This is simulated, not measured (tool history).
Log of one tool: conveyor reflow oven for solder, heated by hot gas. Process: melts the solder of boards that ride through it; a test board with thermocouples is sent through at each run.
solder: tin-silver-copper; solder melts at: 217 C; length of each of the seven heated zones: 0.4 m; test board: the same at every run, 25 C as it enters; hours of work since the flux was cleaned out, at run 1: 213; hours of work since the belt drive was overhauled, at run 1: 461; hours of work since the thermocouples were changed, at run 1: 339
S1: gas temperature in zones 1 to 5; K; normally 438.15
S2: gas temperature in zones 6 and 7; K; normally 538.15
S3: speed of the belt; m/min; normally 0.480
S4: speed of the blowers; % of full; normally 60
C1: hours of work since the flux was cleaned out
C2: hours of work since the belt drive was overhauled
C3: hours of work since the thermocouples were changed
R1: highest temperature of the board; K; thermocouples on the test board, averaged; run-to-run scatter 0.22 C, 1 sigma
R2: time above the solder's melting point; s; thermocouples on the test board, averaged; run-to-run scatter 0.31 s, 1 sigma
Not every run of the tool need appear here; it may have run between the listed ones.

run,hour,S1,S2,S3,S4,C1,C2,C3,R1,R2
1,0.0,438.15,538.15,0.480,60,213,461,339,517.15,60.6
2,19.4,438.15,538.15,0.480,60,221,470,347,517.35,60.3
3,42.7,438.15,538.15,0.480,60,231,480,357,517.25,60.4
4,60.3,438.15,538.15,0.480,60,239,488,365,517.05,60.5
5,82.4,438.15,538.15,0.480,60,248,497,374,516.95,60.6
6,95.9,438.15,538.15,0.480,60,254,503,380,516.95,60.1
7,114.8,438.15,538.15,0.480,60,262,511,388,516.85,61.0
8,133.7,438.15,538.15,0.455,60,271,519,396,519.05,67.3
9,149.1,438.15,538.15,0.455,60,277,526,403,519.15,67.5
10,165.4,438.15,538.15,0.480,60,284,533,410,517.25,60.4
11,188.7,438.15,538.15,0.480,60,294,543,420,517.55,60.3
12,208.7,428.15,538.15,0.480,60,303,552,429,515.55,53.9
13,225.0,428.15,538.15,0.480,60,310,559,436,514.85,53.9
14,244.9,438.15,538.15,0.480,60,319,567,445,516.95,60.2
15,264.5,438.15,538.15,0.480,60,327,576,453,517.05,60.5
16,289.0,438.15,538.15,0.480,60,338,587,464,517.05,60.7
17,300.0,427.15,535.15,0.480,60,343,591,468,512.45,50.3
18,312.8,438.15,538.15,0.398,52,348,597,474,520.95,79.8
19,329.6,438.15,538.15,0.398,52,355,604,481,521.05,81.1

What will run 20 give?
20,348.3,438.15,538.15,0.398,52,363,612,489,?,?

{"run 20": {"R1": 520.85, "R2": 80.2}}
If the tool had no hidden condition, the same run with the same run-to-run variation would have returned R1 520.85 K, R2 80.1 s.
